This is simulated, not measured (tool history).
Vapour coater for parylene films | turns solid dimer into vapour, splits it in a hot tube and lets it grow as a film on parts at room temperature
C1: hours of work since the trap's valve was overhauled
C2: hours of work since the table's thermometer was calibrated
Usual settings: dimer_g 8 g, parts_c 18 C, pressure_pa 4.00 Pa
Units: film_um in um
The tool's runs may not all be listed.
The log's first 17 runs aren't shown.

run 18 hour=506.5 | dimer_g=9 parts_c=13 pressure_pa=11.80 | C1=88 C2=381 | film_um=2.93
run 19 hour=549.8 | dimer_g=4 parts_c=18 pressure_pa=2.63 | C1=108 C2=401 | film_um=1.23
run 20 hour=585.8 | dimer_g=4 parts_c=18 pressure_pa=2.63 | C1=125 C2=418 | film_um=1.22
run 21 hour=623.7 | dimer_g=3 parts_c=18 pressure_pa=6.27 | C1=142 C2=436 | film_um=0.85
run 22 hour=643.3 | dimer_g=8 parts_c=11 pressure_pa=2.30 | C1=152 C2=445 | film_um=3.01
run 23 hour=679.5 | dimer_g=8 parts_c=11 pressure_pa=2.30 | C1=168 C2=462 | film_um=3.01
run 24 hour=699.7 | dimer_g=13 parts_c=11 pressure_pa=5.91 | C1=178 C2=471 | film_um=4.60
run 25 hour=723.2 | dimer_g=7 parts_c=21 pressure_pa=5.47 | C1=189 C2=482 | film_um=1.86
run 26 hour=750.4 | dimer_g=8 parts_c=18 pressure_pa=6.14 | C1=201 C2=495 | film_um=2.28
run 27 hour=788.4 | dimer_g=8 parts_c=18 pressure_pa=6.14 | C1=219 C2=512 | film_um=2.28
run 28 hour=829.5 | dimer_g=9 parts_c=13 pressure_pa=11.85 | C1=238 C2=531 | film_um=2.86
run 29 hour=860.6 | dimer_g=5 parts_c=19 pressure_pa=3.01 | C1=253 C2=546 | film_um=1.43
run 30 hour=882.1 | dimer_g=11 parts_c=13 pressure_pa=6.55 | C1=263 C2=556 | film_um=3.63
run 31 hour=911.1 | dimer_g=5 parts_c=10 pressure_pa=2.59 | C1=276 C2=569 | film_um=1.88
run 32 hour=929.7 | dimer_g=8 parts_c=11 pressure_pa=9.02 | C1=285 C2=578 | film_um=2.71

5 ways to go on from here, each from the tool as it stands after run 32. What would each give?
run A hour=959.5 | dimer_g=4 parts_c=11 pressure_pa=9.02 | C1=298 C2=592 | film_um=?
run B hour=959.5 | dimer_g=8 parts_c=27 pressure_pa=3.90 | C1=298 C2=592 | film_um=?
run C hour=959.5 | dimer_g=8 parts_c=12 pressure_pa=9.02 | C1=298 C2=592 | film_um=?
run D hour=959.5 | dimer_g=12 parts_c=11 pressure_pa=4.56 | C1=298 C2=592 | film_um=?
run E hour=959.5 | dimer_g=6 parts_c=21 pressure_pa=2.04 | C1=298 C2=592 | film_um=?

run=A film_um=1.37
run=B film_um=1.79
run=C film_um=2.65
run=D film_um=4.22
run=E film_um=1.66
Without the tool's hidden state the same runs would have given:
run=A film_um=1.42
run=B film_um=1.86
run=C film_um=2.75
run=D film_um=4.39
run=E film_um=1.73
